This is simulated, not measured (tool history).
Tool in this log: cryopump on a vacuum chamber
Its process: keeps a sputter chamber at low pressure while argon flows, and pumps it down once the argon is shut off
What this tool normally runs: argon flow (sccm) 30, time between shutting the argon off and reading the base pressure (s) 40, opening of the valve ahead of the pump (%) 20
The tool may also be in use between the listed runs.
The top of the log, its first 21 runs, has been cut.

| run | hour | argon flow (sccm) | time between shutting the argon off and reading the base pressure (s) | opening of the valve ahead of the pump (%) | pressure while argon flows (Pa) | pressure after the wait (uPa) |
|---|---|---|---|---|---|---|
| 22 | 227.6 | 53 | 40 | 20 | 0.4927 | 4.34 |
| 23 | 241.1 | 17 | 22 | 38 | 0.0852 | 7.73 |
| 24 | 253.7 | 17 | 75 | 29 | 0.1106 | 2.69 |
| 25 | 267.1 | 17 | 75 | 29 | 0.1108 | 2.70 |
| 26 | 275.3 | 17 | 75 | 29 | 0.1109 | 2.66 |
| 27 | 290.2 | 17 | 75 | 29 | 0.1102 | 2.70 |
| 28 | 299.7 | 29 | 128 | 39 | 0.1424 | 1.84 |
| 29 | 313.5 | 18 | 40 | 20 | 0.1683 | 4.65 |
| 30 | 323.0 | 13 | 39 | 18 | 0.1344 | 4.50 |
| 31 | 336.9 | 35 | 27 | 54 | 0.1268 | 6.36 |
| 32 | 344.6 | 35 | 27 | 54 | 0.1274 | 6.40 |
| 33 | 358.7 | 16 | 40 | 20 | 0.1520 | 4.53 |
| 34 | 368.0 | 13 | 40 | 32 | 0.0777 | 4.69 |
| 35 | 382.3 | 47 | 123 | 19 | 0.4641 | 1.96 |

Forecast each of these 4 alternatives for the next run:
| A | 392.3 | 30 | 40 | 52 | ? | ? |
| B | 392.3 | 31 | 57 | 18 | ? | ? |
| C | 392.3 | 47 | 36 | 40 | ? | ? |
| D | 392.3 | 30 | 244 | 20 | ? | ? |

| run | pressure while argon flows (Pa) | pressure after the wait (uPa) |
|---|---|---|
| A | 0.1145 | 4.50 |
| B | 0.3228 | 3.46 |
| C | 0.2256 | 5.02 |
| D | 0.2813 | 1.31 |
Take away the tool's hidden state, keep each run's random variation, and the runs would have read:
| run | pressure while argon flows (Pa) | pressure after the wait (uPa) |
|---|---|---|
| A | 0.1067 | 4.14 |
| B | 0.3148 | 3.08 |
| C | 0.2135 | 4.65 |
| D | 0.2735 | 0.94 |

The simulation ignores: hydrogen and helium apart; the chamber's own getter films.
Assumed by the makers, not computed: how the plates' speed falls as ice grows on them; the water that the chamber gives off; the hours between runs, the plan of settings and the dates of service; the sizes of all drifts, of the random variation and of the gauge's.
